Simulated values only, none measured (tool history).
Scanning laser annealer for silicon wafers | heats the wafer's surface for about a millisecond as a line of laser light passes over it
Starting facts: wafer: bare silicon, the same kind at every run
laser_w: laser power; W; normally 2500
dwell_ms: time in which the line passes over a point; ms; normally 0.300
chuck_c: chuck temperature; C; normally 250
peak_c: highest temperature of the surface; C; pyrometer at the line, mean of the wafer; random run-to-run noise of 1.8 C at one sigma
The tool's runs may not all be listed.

run,hour,laser_w,dwell_ms,chuck_c,peak_c
1,0.0,2500,0.300,250,976
# hour 56.3: optics aligned, line set to its width
2,78.5,2500,0.305,250,1007
# hour 86.9: window over the wafer cleaned
3,125.3,2500,0.305,250,1033
4,195.2,2641,0.300,250,1078
5,243.7,2500,0.300,250,1014
6,308.8,2497,0.300,250,1013
7,342.0,2497,0.300,250,1014
8,385.1,2500,0.300,250,1011
9,417.4,2500,0.300,250,1012
10,473.6,2500,0.300,250,1008
11,516.6,2500,0.300,250,1009
12,587.3,2500,0.300,250,1003
13,636.8,2500,0.300,228,976
14,683.6,2500,0.300,228,977
15,738.7,2161,0.300,228,840
16,806.9,2161,0.300,228,840
17,839.5,2161,0.300,228,834
# hour 852.8: window over the wafer cleaned
18,888.8,2500,0.300,250,1021
19,954.9,2500,0.300,274,1041
20,988.3,2500,0.300,274,1038
21,1028.1,2500,0.300,274,1035
22,1100.1,2149,0.321,274,914
23,1155.5,2269,0.241,287,878
24,1225.9,2437,0.300,250,983
25,1275.4,2500,0.302,274,1032
26,1307.6,2500,0.302,274,1029
27,1381.6,2317,0.307,228,912
28,1432.2,2317,0.307,228,907
29,1486.0,2636,0.278,253,1017
30,1540.3,2500,0.333,224,1003
31,1611.9,2523,0.333,218,1006
# hour 1620.2: window over the wafer cleaned
32,1661.3,2523,0.333,218,1027
33,1720.3,2507,0.240,266,947
34,1775.1,2389,0.240,251,885
35,1834.3,2706,0.289,250,1073
36,1868.9,2706,0.289,250,1069

What does the tool deliver on the next run?
37,1924.9,2239,0.371,222,?

{"run 37": {"peak_c": 942}}
The same run, on a tool lacking any hidden state, would have yielded peak_c 967 C.

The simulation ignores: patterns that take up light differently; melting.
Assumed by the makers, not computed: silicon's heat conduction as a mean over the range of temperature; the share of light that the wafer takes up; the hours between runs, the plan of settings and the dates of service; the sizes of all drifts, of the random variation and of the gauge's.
